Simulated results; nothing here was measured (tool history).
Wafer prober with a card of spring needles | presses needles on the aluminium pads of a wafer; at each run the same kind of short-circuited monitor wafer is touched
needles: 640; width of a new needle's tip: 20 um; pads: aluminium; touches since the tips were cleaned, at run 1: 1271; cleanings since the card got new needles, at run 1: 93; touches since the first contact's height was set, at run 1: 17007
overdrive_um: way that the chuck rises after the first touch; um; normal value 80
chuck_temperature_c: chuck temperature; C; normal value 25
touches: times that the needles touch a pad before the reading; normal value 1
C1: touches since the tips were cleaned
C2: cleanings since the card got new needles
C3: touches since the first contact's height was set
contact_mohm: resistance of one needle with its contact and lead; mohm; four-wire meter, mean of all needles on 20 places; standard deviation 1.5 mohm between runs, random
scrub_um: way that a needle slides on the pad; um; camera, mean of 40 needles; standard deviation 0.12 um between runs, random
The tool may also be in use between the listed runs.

{"run": 1, "hour": 0.0, "overdrive_um": 80, "chuck_temperature_c": 25, "touches": 1, "C1": 1271, "C2": 93, "C3": 17007, "contact_mohm": 163, "scrub_um": 18.36}
{"hour": 3.8, "done": "tips cleaned on abrasive film"}
{"run": 2, "hour": 8.0, "overdrive_um": 70, "chuck_temperature_c": 25, "touches": 1, "C1": 2068, "C2": 94, "C3": 20930, "contact_mohm": 185, "scrub_um": 15.79}
{"hour": 9.3, "done": "tips cleaned on abrasive film"}
{"hour": 15.5, "done": "tips cleaned on abrasive film"}
{"hour": 21.0, "done": "tips cleaned on abrasive film"}
{"run": 3, "hour": 23.1, "overdrive_um": 70, "chuck_temperature_c": 25, "touches": 1, "C1": 1068, "C2": 97, "C3": 28323, "contact_mohm": 172, "scrub_um": 15.78}
{"hour": 27.0, "done": "tips cleaned on abrasive film"}
{"hour": 33.2, "done": "tips cleaned on abrasive film"}
{"run": 4, "hour": 36.2, "overdrive_um": 70, "chuck_temperature_c": 25, "touches": 1, "C1": 1505, "C2": 99, "C3": 34727, "contact_mohm": 183, "scrub_um": 15.68}
{"hour": 39.3, "done": "tips cleaned on abrasive film"}
{"run": 5, "hour": 43.7, "overdrive_um": 70, "chuck_temperature_c": 25, "touches": 1, "C1": 2187, "C2": 100, "C3": 38405, "contact_mohm": 190, "scrub_um": 15.74}
{"hour": 45.1, "done": "tips cleaned on abrasive film"}
{"hour": 50.7, "done": "tips cleaned on abrasive film"}
{"run": 6, "hour": 53.2, "overdrive_um": 70, "chuck_temperature_c": 25, "touches": 1, "C1": 1261, "C2": 102, "C3": 43055, "contact_mohm": 177, "scrub_um": 15.66}
{"hour": 56.3, "done": "tips cleaned on abrasive film"}
{"hour": 62.8, "done": "tips cleaned on abrasive film"}
{"run": 7, "hour": 65.4, "overdrive_um": 70, "chuck_temperature_c": 25, "touches": 1, "C1": 1293, "C2": 104, "C3": 49019, "contact_mohm": 183, "scrub_um": 15.76}
{"hour": 68.9, "done": "tips cleaned on abrasive film"}
{"hour": 74.6, "done": "tips cleaned on abrasive film"}
{"run": 8, "hour": 74.6, "overdrive_um": 70, "chuck_temperature_c": 25, "touches": 1, "C1": 0, "C2": 106, "C3": 53496, "contact_mohm": 150, "scrub_um": 15.45}
{"hour": 80.3, "done": "tips cleaned on abrasive film"}
{"run": 9, "hour": 82.5, "overdrive_um": 70, "chuck_temperature_c": 25, "touches": 1, "C1": 1098, "C2": 107, "C3": 57395, "contact_mohm": 176, "scrub_um": 15.65}
{"hour": 85.9, "done": "tips cleaned on abrasive film"}
{"hour": 92.3, "done": "tips cleaned on abrasive film"}
{"run": 10, "hour": 97.3, "overdrive_um": 70, "chuck_temperature_c": 46, "touches": 1, "C1": 2486, "C2": 109, "C3": 64677, "contact_mohm": 198, "scrub_um": 15.8}
{"hour": 98.2, "done": "tips cleaned on abrasive film"}
{"hour": 103.7, "done": "tips cleaned on abrasive film"}
{"run": 11, "hour": 108.7, "overdrive_um": 80, "chuck_temperature_c": 25, "touches": 1, "C1": 2529, "C2": 111, "C3": 70270, "contact_mohm": 181, "scrub_um": 17.72}
{"hour": 110.0, "done": "tips cleaned on abrasive film"}
{"hour": 116.0, "done": "tips cleaned on abrasive film"}
{"run": 12, "hour": 117.7, "overdrive_um": 80, "chuck_temperature_c": 25, "touches": 1, "C1": 874, "C2": 113, "C3": 74650, "contact_mohm": 163, "scrub_um": 17.76}
{"hour": 121.6, "done": "tips cleaned on abrasive film"}
{"run": 13, "hour": 126.7, "overdrive_um": 80, "chuck_temperature_c": 25, "touches": 1, "C1": 2538, "C2": 114, "C3": 79054, "contact_mohm": 182, "scrub_um": 17.94}
{"hour": 127.6, "done": "tips cleaned on abrasive film"}
{"hour": 133.3, "done": "tips cleaned on abrasive film"}
{"hour": 139.3, "done": "tips cleaned on abrasive film"}
{"run": 14, "hour": 139.5, "overdrive_um": 89, "chuck_temperature_c": 25, "touches": 1, "C1": 61, "C2": 117, "C3": 85272, "contact_mohm": 144, "scrub_um": 19.74}
{"hour": 145.9, "done": "tips cleaned on abrasive film"}
{"hour": 146.2, "done": "height of the first contact set anew"}
{"run": 15, "hour": 151.0, "overdrive_um": 89, "chuck_temperature_c": 25, "touches": 1, "C1": 2432, "C2": 118, "C3": 2432, "contact_mohm": 169, "scrub_um": 20.72}
{"hour": 152.3, "done": "tips cleaned on abrasive film"}
{"hour": 157.8, "done": "tips cleaned on abrasive film"}
{"run": 16, "hour": 160.4, "overdrive_um": 72, "chuck_temperature_c": 25, "touches": 2, "C1": 1298, "C2": 120, "C3": 7006, "contact_mohm": 163, "scrub_um": 16.56}
{"hour": 163.9, "done": "tips cleaned on abrasive film"}
{"hour": 169.5, "done": "tips cleaned on abrasive film"}
{"run": 17, "hour": 172.1, "overdrive_um": 72, "chuck_temperature_c": 25, "touches": 2, "C1": 1271, "C2": 122, "C3": 12712, "contact_mohm": 163, "scrub_um": 16.4}
{"hour": 175.9, "done": "tips cleaned on abrasive film"}
{"hour": 181.9, "done": "tips cleaned on abrasive film"}
{"run": 18, "hour": 186.2, "overdrive_um": 84, "chuck_temperature_c": 26, "touches": 2, "C1": 2099, "C2": 124, "C3": 19617, "contact_mohm": 162, "scrub_um": 19.14}
{"hour": 187.5, "done": "tips cleaned on abrasive film"}
{"hour": 193.6, "done": "tips cleaned on abrasive film"}
{"run": 19, "hour": 197.9, "overdrive_um": 80, "chuck_temperature_c": 25, "touches": 2, "C1": 2175, "C2": 126, "C3": 25392, "contact_mohm": 165, "scrub_um": 18.18}
{"hour": 199.3, "done": "tips cleaned on abrasive film"}
{"hour": 205.2, "done": "tips cleaned on abrasive film"}
{"run": 20, "hour": 209.6, "overdrive_um": 80, "chuck_temperature_c": 25, "touches": 2, "C1": 2213, "C2": 128, "C3": 31118, "contact_mohm": 165, "scrub_um": 18.26}
{"hour": 210.8, "done": "tips cleaned on abrasive film"}
{"hour": 216.7, "done": "tips cleaned on abrasive film"}
{"run": 21, "hour": 220.2, "overdrive_um": 72, "chuck_temperature_c": 34, "touches": 1, "C1": 1732, "C2": 130, "C3": 36284, "contact_mohm": 187, "scrub_um": 16.24}
{"hour": 222.7, "done": "tips cleaned on abrasive film"}
{"hour": 228.6, "done": "tips cleaned on abrasive film"}
{"run": 22, "hour": 231.7, "overdrive_um": 72, "chuck_temperature_c": 34, "touches": 1, "C1": 1524, "C2": 132, "C3": 41894, "contact_mohm": 183, "scrub_um": 16.01}
{"hour": 234.1, "done": "tips cleaned on abrasive film"}
{"hour": 239.6, "done": "tips cleaned on abrasive film"}
{"run": 23, "hour": 242.4, "overdrive_um": 93, "chuck_temperature_c": 25, "touches": 1, "C1": 1419, "C2": 134, "C3": 47138, "contact_mohm": 162, "scrub_um": 21.02}
{"hour": 245.5, "done": "tips cleaned on abrasive film"}
{"hour": 251.2, "done": "tips cleaned on abrasive film"}
{"hour": 256.6, "done": "tips cleaned on abrasive film"}
{"run": 24, "hour": 256.6, "overdrive_um": 93, "chuck_temperature_c": 25, "touches": 1, "C1": 0, "C2": 137, "C3": 54073, "contact_mohm": 141, "scrub_um": 20.8}

Run 25 is up next; what results do you expect?
{"hour": 262.1, "done": "tips cleaned on abrasive film"}
{"run": 25, "hour": 265.5, "overdrive_um": 93, "chuck_temperature_c": 124, "touches": 1, "C1": 1723, "C2": 138, "C3": 58449, "contact_mohm": "?", "scrub_um": "?"}

Logged for run 25: contact_mohm 180 mohm, scrub_um 20.75 um.
The same run, on a tool lacking any hidden state, would have yielded contact_mohm 152 mohm, scrub_um 21.27 um.
